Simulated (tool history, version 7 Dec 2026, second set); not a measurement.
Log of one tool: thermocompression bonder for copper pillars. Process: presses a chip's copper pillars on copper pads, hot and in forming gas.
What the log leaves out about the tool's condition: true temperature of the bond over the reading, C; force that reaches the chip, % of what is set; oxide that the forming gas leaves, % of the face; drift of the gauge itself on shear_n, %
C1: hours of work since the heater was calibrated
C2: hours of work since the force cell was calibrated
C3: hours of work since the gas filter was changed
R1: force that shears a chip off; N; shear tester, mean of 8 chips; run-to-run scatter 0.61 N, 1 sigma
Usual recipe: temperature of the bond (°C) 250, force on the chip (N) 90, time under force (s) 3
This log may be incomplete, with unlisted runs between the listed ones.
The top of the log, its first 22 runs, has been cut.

{"run": 23, "hour": 1063.3, "temperature of the bond (°C)": 228, "force on the chip (N)": 75, "time under force (s)": 3, "C1": 1542, "C2": 963, "C3": 285, "R1": 56.1}
{"run": 24, "hour": 1093.5, "temperature of the bond (°C)": 228, "force on the chip (N)": 91, "time under force (s)": 3, "C1": 1554, "C2": 976, "C3": 297, "R1": 63.8}
{"run": 25, "hour": 1167.4, "temperature of the bond (°C)": 228, "force on the chip (N)": 91, "time under force (s)": 3, "C1": 1584, "C2": 1006, "C3": 327, "R1": 64.5}
{"run": 26, "hour": 1228.2, "temperature of the bond (°C)": 238, "force on the chip (N)": 135, "time under force (s)": 9, "C1": 1609, "C2": 1030, "C3": 352, "R1": 113.6}
{"hour": 1250.3, "done": "forming gas filter changed"}
{"run": 27, "hour": 1297.0, "temperature of the bond (°C)": 262, "force on the chip (N)": 111, "time under force (s)": 9, "C1": 1636, "C2": 1058, "C3": 19, "R1": 124.6}
{"run": 28, "hour": 1368.4, "temperature of the bond (°C)": 250, "force on the chip (N)": 90, "time under force (s)": 4, "C1": 1665, "C2": 1087, "C3": 48, "R1": 96.6}
{"hour": 1395.3, "done": "force cell calibrated"}
{"run": 29, "hour": 1438.7, "temperature of the bond (°C)": 227, "force on the chip (N)": 85, "time under force (s)": 2, "C1": 1693, "C2": 18, "C3": 76, "R1": 51.2}
{"hour": 1459.5, "done": "heater calibrated with a thermocouple chip"}
{"run": 30, "hour": 1471.9, "temperature of the bond (°C)": 227, "force on the chip (N)": 81, "time under force (s)": 4, "C1": 5, "C2": 30, "C3": 89, "R1": 57.3}
{"run": 31, "hour": 1510.9, "temperature of the bond (°C)": 230, "force on the chip (N)": 81, "time under force (s)": 4, "C1": 21, "C2": 46, "C3": 104, "R1": 60.9}
{"run": 32, "hour": 1575.1, "temperature of the bond (°C)": 236, "force on the chip (N)": 60, "time under force (s)": 5, "C1": 47, "C2": 72, "C3": 130, "R1": 57.2}
{"run": 33, "hour": 1640.9, "temperature of the bond (°C)": 236, "force on the chip (N)": 60, "time under force (s)": 5, "C1": 74, "C2": 99, "C3": 157, "R1": 55.7}
{"run": 34, "hour": 1685.5, "temperature of the bond (°C)": 236, "force on the chip (N)": 60, "time under force (s)": 2, "C1": 92, "C2": 117, "C3": 175, "R1": 39.3}
{"run": 35, "hour": 1722.2, "temperature of the bond (°C)": 237, "force on the chip (N)": 70, "time under force (s)": 3, "C1": 107, "C2": 132, "C3": 190, "R1": 53.4}
{"run": 36, "hour": 1752.5, "temperature of the bond (°C)": 224, "force on the chip (N)": 90, "time under force (s)": 3, "C1": 119, "C2": 144, "C3": 203, "R1": 52.7}
{"run": 37, "hour": 1821.3, "temperature of the bond (°C)": 256, "force on the chip (N)": 90, "time under force (s)": 8, "C1": 147, "C2": 172, "C3": 230, "R1": 105.4}
{"run": 38, "hour": 1869.3, "temperature of the bond (°C)": 256, "force on the chip (N)": 90, "time under force (s)": 8, "C1": 166, "C2": 192, "C3": 250, "R1": 104.2}
{"run": 39, "hour": 1921.3, "temperature of the bond (°C)": 260, "force on the chip (N)": 68, "time under force (s)": 8, "C1": 188, "C2": 213, "C3": 271, "R1": 94.1}

What if the next run were any one of these 3? Each begins from the tool's condition after run 39:
{"run": "A", "hour": 1961.0, "temperature of the bond (°C)": 274, "force on the chip (N)": 90, "time under force (s)": 5, "C1": 204, "C2": 229, "C3": 287, "R1": "?"}
{"run": "B", "hour": 1961.0, "temperature of the bond (°C)": 221, "force on the chip (N)": 104, "time under force (s)": 8, "C1": 204, "C2": 229, "C3": 287, "R1": "?"}
{"run": "C", "hour": 1961.0, "temperature of the bond (°C)": 246, "force on the chip (N)": 68, "time under force (s)": 8, "C1": 204, "C2": 229, "C3": 287, "R1": "?"}

run=A R1=108.4
run=B R1=78.9
run=C R1=82.2
Without the tool's unlogged condition, the same runs would have read:
run=A R1=111.8
run=B R1=79.5
run=C R1=83.3
